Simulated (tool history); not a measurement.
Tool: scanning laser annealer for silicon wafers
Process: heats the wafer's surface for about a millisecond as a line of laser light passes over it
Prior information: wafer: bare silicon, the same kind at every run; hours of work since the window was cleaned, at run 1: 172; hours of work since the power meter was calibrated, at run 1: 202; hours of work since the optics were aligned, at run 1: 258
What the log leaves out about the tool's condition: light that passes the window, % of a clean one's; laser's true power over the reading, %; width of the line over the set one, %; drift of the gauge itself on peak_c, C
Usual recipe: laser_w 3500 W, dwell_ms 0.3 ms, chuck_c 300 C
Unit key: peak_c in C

run,hour,laser_w,dwell_ms,chuck_c,hours of work since the window was cleaned,hours of work since the power meter was calibrated,hours of work since the optics were aligned,peak_c
1,0,3500,0.3,300,172,202,258,1052
2,9.9,3189,0.3,300,179,208,265,972
3,21,3189,0.256,300,186,216,273,921
4,31,3189,0.256,300,193,222,279,924
5,36.6,3189,0.256,274,197,226,283,898
6,48.6,3189,0.256,274,205,234,291,896
7,56.4,3189,0.256,274,210,240,297,897
8,69,3653,0.256,274,219,248,305,1004
9,78.2,3500,0.3,300,225,254,311,1050
10,89.7,3500,0.319,300,233,262,319,1074
11,97.6,3500,0.319,300,238,267,324,1075
12,106.2,3183,0.319,300,244,273,330,994
13,116.7,3183,0.319,300,251,280,337,992
14,124.7,3183,0.319,331,256,286,343,1023
15,131.7,3500,0.3,300,261,290,347,1049
16,143.1,3291,0.3,300,269,298,355,996
17,154.5,3552,0.3,300,276,306,363,1064
18,162.7,3500,0.3,300,282,311,368,1050
19,172.9,3106,0.3,300,289,318,375,951
20,182.4,3500,0.322,300,295,325,382,1075
21,193.3,3530,0.3,300,303,332,389,1056
22,202.9,3500,0.216,300,309,339,396,939
23,213.4,3500,0.216,300,316,346,403,940
24,224.9,3500,0.234,289,324,353,410,954
25,231.6,3500,0.234,289,329,358,415,953
26,242.3,3657,0.3,300,336,365,422,1089
27,250.5,3657,0.3,300,341,371,428,1088
28,261.4,3500,0.365,300,349,378,435,1123
29,271.2,3377,0.3,275,355,385,442,994
30,282.9,3500,0.248,300,363,393,450,984
31,290.7,3500,0.248,300,368,398,455,981
32,297,3500,0.3,287,373,402,459,1038
33,304.2,3525,0.3,282,378,407,464,1039
34,313.9,3762,0.301,284,384,414,471,1097
35,326.2,3749,0.374,339,392,422,479,1243
36,332.7,3749,0.374,339,397,426,483,1244
37,340.2,3580,0.293,339,402,431,488,1099
38,346.9,3549,0.279,300,406,436,493,1035

3 ways to go on from here, each from the tool as it stands after run 38. What would each give?
A,354.8,3438,0.222,280,412,441,498,?
B,354.8,3408,0.3,300,412,441,498,?
C,354.8,3432,0.322,332,412,441,498,?

run,peak_c
A,911
B,1027
C,1091
With no hidden state in the tool, these same runs would have given:
run,peak_c
A,912
B,1028
C,1091
